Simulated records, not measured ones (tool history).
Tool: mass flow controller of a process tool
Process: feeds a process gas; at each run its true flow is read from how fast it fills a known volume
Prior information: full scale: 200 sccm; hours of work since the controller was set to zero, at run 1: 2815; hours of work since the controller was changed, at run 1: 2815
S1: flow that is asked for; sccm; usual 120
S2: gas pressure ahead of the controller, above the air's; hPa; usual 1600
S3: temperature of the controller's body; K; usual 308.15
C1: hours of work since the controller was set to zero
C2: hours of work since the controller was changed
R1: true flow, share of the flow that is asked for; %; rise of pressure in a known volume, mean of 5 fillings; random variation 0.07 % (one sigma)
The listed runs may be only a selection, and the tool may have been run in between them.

{"run": 1, "hour": 0.0, "S1": 120, "S2": 1600, "S3": 308.15, "C1": 2815, "C2": 2815, "R1": 99.19}
{"run": 2, "hour": 139.4, "S1": 24, "S2": 1600, "S3": 308.15, "C1": 2868, "C2": 2868, "R1": 98.35}
{"run": 3, "hour": 271.5, "S1": 24, "S2": 1600, "S3": 308.15, "C1": 2918, "C2": 2918, "R1": 98.4}
{"run": 4, "hour": 453.1, "S1": 120, "S2": 1600, "S3": 308.15, "C1": 2986, "C2": 2986, "R1": 98.87}
{"run": 5, "hour": 741.3, "S1": 120, "S2": 1600, "S3": 308.15, "C1": 3095, "C2": 3095, "R1": 98.75}
{"run": 6, "hour": 974.9, "S1": 120, "S2": 1600, "S3": 308.15, "C1": 3183, "C2": 3183, "R1": 98.61}
{"run": 7, "hour": 1128.9, "S1": 120, "S2": 1630, "S3": 308.15, "C1": 3241, "C2": 3241, "R1": 98.53}
{"run": 8, "hour": 1347.8, "S1": 193, "S2": 1600, "S3": 308.15, "C1": 3324, "C2": 3324, "R1": 98.83}
{"run": 9, "hour": 1485.9, "S1": 193, "S2": 1600, "S3": 308.15, "C1": 3376, "C2": 3376, "R1": 98.86}
{"run": 10, "hour": 1662.8, "S1": 120, "S2": 1600, "S3": 308.15, "C1": 3443, "C2": 3443, "R1": 98.36}
{"run": 11, "hour": 1892.4, "S1": 120, "S2": 1600, "S3": 308.15, "C1": 3530, "C2": 3530, "R1": 98.06}
{"run": 12, "hour": 2067.7, "S1": 120, "S2": 1600, "S3": 308.15, "C1": 3596, "C2": 3596, "R1": 98.14}
{"run": 13, "hour": 2290.7, "S1": 120, "S2": 1600, "S3": 308.15, "C1": 3680, "C2": 3680, "R1": 98.01}
{"run": 14, "hour": 2506.3, "S1": 22, "S2": 1600, "S3": 313.15, "C1": 3761, "C2": 3761, "R1": 97.14}
{"run": 15, "hour": 2647.4, "S1": 22, "S2": 1600, "S3": 313.15, "C1": 3815, "C2": 3815, "R1": 96.89}
{"run": 16, "hour": 2819.0, "S1": 22, "S2": 1600, "S3": 313.15, "C1": 3879, "C2": 3879, "R1": 97.0}
{"run": 17, "hour": 3088.3, "S1": 120, "S2": 2670, "S3": 308.15, "C1": 3981, "C2": 3981, "R1": 97.7}
{"run": 18, "hour": 3338.4, "S1": 95, "S2": 1570, "S3": 300.15, "C1": 4076, "C2": 4076, "R1": 97.68}
{"run": 19, "hour": 3534.6, "S1": 62, "S2": 2170, "S3": 299.15, "C1": 4150, "C2": 4150, "R1": 97.31}
{"run": 20, "hour": 3661.1, "S1": 163, "S2": 2170, "S3": 298.15, "C1": 4197, "C2": 4197, "R1": 97.98}
{"run": 21, "hour": 3823.7, "S1": 120, "S2": 1600, "S3": 313.15, "C1": 4259, "C2": 4259, "R1": 97.01}
{"run": 22, "hour": 4009.5, "S1": 87, "S2": 1830, "S3": 294.15, "C1": 4329, "C2": 4329, "R1": 97.36}
{"run": 23, "hour": 4286.4, "S1": 87, "S2": 2490, "S3": 295.15, "C1": 4433, "C2": 4433, "R1": 97.4}
{"run": 24, "hour": 4434.5, "S1": 87, "S2": 2490, "S3": 295.15, "C1": 4489, "C2": 4489, "R1": 97.28}
{"run": 25, "hour": 4650.6, "S1": 87, "S2": 2490, "S3": 295.15, "C1": 4571, "C2": 4571, "R1": 97.05}

Selected run-to-run steps in R1, each split into two signed amounts: the part the tool would show with no hidden state at all (from settings, incoming material and random variation), and the remainder, which goes to the hidden state together with any gauge scatter not common to the measured and the hidden-state-free results:
The hidden state here: flow at rest that the sensor doesn't see, % of full scale; true flow over the shown one, %; drift of the gauge itself on true_pct, %.
Run 4 -> 5: no setting changed, nothing entered. R1 -0.12 %: hidden state -0.14, all else +0.02.
Run 13 -> 14: S1 120 -> 22, S3 308.15 -> 313.15. R1 -0.87 %: hidden state -0.09, all else -0.78.
Run 16 -> 17: S1 22 -> 120, S2 1600 -> 2670, S3 313.15 -> 308.15. R1 +0.70 %: hidden state -0.16, all else +0.86.
Run 20 -> 21: S1 163 -> 120, S2 2170 -> 1600, S3 298.15 -> 313.15. R1 -0.97 %: hidden state -0.07, all else -0.90.
